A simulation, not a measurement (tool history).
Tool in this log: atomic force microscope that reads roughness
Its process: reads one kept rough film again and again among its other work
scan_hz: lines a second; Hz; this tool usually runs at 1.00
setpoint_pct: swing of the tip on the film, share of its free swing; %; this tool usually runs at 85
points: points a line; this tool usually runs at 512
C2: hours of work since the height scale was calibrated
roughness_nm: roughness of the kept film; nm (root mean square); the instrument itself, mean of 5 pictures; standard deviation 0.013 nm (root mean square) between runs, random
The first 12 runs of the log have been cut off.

run 13 hour=120.5 | scan_hz=0.71 setpoint_pct=85 points=512 | pictures_with_this_tip=95 C2=363 | roughness_nm=2.703
run 14 hour=134.4 | scan_hz=1.00 setpoint_pct=60 points=512 | pictures_with_this_tip=114 C2=372 | roughness_nm=2.758
run 15 hour=144.7 | scan_hz=1.00 setpoint_pct=85 points=512 | pictures_with_this_tip=127 C2=378 | roughness_nm=2.532
run 16 hour=156.7 | scan_hz=2.16 setpoint_pct=85 points=512 | pictures_with_this_tip=143 C2=386 | roughness_nm=2.234
run 17 hour=169.4 | scan_hz=2.16 setpoint_pct=85 points=512 | pictures_with_this_tip=160 C2=394 | roughness_nm=2.174
run 18 hour=180.2 | scan_hz=2.16 setpoint_pct=85 points=512 | pictures_with_this_tip=174 C2=400 | roughness_nm=2.148
run 19 hour=190.4 | scan_hz=2.16 setpoint_pct=85 points=512 | pictures_with_this_tip=188 C2=407 | roughness_nm=2.116
run 20 hour=199.7 | scan_hz=1.00 setpoint_pct=60 points=409 | pictures_with_this_tip=200 C2=413 | roughness_nm=2.459
run 21 hour=212.4 | scan_hz=1.00 setpoint_pct=78 points=358 | pictures_with_this_tip=217 C2=421 | roughness_nm=2.288
run 22 hour=226.7 | scan_hz=1.68 setpoint_pct=77 points=291 | pictures_with_this_tip=236 C2=429 | roughness_nm=2.137
run 23 hour=236.0 | scan_hz=1.37 setpoint_pct=75 points=512 | pictures_with_this_tip=249 C2=435 | roughness_nm=2.216
run 24 hour=242.4 | scan_hz=0.52 setpoint_pct=71 points=355 | pictures_with_this_tip=257 C2=439 | roughness_nm=2.275
run 25 hour=254.1 | scan_hz=0.85 setpoint_pct=68 points=307 | pictures_with_this_tip=273 C2=447 | roughness_nm=2.211
run 26 hour=263.0 | scan_hz=0.85 setpoint_pct=68 points=307 | pictures_with_this_tip=284 C2=452 | roughness_nm=2.159
run 27 hour=270.2 | scan_hz=2.96 setpoint_pct=56 points=513 | pictures_with_this_tip=294 C2=457 | roughness_nm=2.143
run 28 hour=279.0 | scan_hz=2.50 setpoint_pct=85 points=366 | pictures_with_this_tip=306 C2=462 | roughness_nm=1.769
run 29 hour=285.6 | scan_hz=1.00 setpoint_pct=85 points=280 | pictures_with_this_tip=315 C2=466 | roughness_nm=1.961

Run 30 has not been measured yet. What should we expect?
run 30 hour=297.7 | scan_hz=1.00 setpoint_pct=69 points=280 | pictures_with_this_tip=331 C2=474 | roughness_nm=?

{"run 30": {"roughness_nm": 2.037}}
On a tool with no hidden condition, and with the same random variation, this run would have come out at roughness_nm 3.149 nm (root mean square).
